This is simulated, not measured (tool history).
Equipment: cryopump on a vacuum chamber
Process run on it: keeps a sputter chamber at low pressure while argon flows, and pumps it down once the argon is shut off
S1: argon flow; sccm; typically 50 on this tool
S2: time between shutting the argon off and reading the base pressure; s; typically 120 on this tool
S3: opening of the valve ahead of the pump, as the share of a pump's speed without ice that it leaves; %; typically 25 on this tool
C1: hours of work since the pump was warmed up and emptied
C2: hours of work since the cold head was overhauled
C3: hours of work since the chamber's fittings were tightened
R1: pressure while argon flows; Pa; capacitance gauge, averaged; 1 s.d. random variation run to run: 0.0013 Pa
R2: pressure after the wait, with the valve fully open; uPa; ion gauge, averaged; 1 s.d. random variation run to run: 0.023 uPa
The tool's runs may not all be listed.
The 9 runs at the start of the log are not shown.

run   hour  S1   S2  S3   C1   C2    C3      R1    R2
 10  204.8  50  120  32  651  651  2267  0.2525  2.64
 11  223.1  50  120  25  667  667  2283  0.3196  2.60
 12  251.5  50  120  22  690  690  2307  0.3613  2.66
 13  269.8  50  120  22  706  706  2322  0.3598  2.76
 14  295.0  50  120  20  727  727  2343  0.3990  2.69
 15  308.6  50  120  20  739  739  2355  0.3958  2.80
 16  336.3  50  120  25  762  762  2378  0.3206  2.81
 17  357.4  50  120  25  780  780  2396  0.3242  2.95
 18  378.0  50  120  15  797  797  2413  0.5206  2.91
 19  390.3  46   30  15  807  807  2423  0.4869  4.20
 20  407.6  78   27  26  822  822  2438  0.4915  4.45
 21  423.6  40  120  25  835  835  2451  0.2594  3.06
 22  444.4  23  114  25  853  853  2469  0.1509  3.03
 23  475.1  27  174  20  879  879  2495  0.2158  2.85

Run 24 is up next; what results do you expect?
 24  497.9  38  21  32  898  898  2514   ?   ?

{"run 24": {"R1": 0.1997, "R2": 5.22}}
Were there no unlogged condition in the tool, this run, its random variation unchanged, would have produced R1 0.1778 Pa, R2 2.81 uPa.

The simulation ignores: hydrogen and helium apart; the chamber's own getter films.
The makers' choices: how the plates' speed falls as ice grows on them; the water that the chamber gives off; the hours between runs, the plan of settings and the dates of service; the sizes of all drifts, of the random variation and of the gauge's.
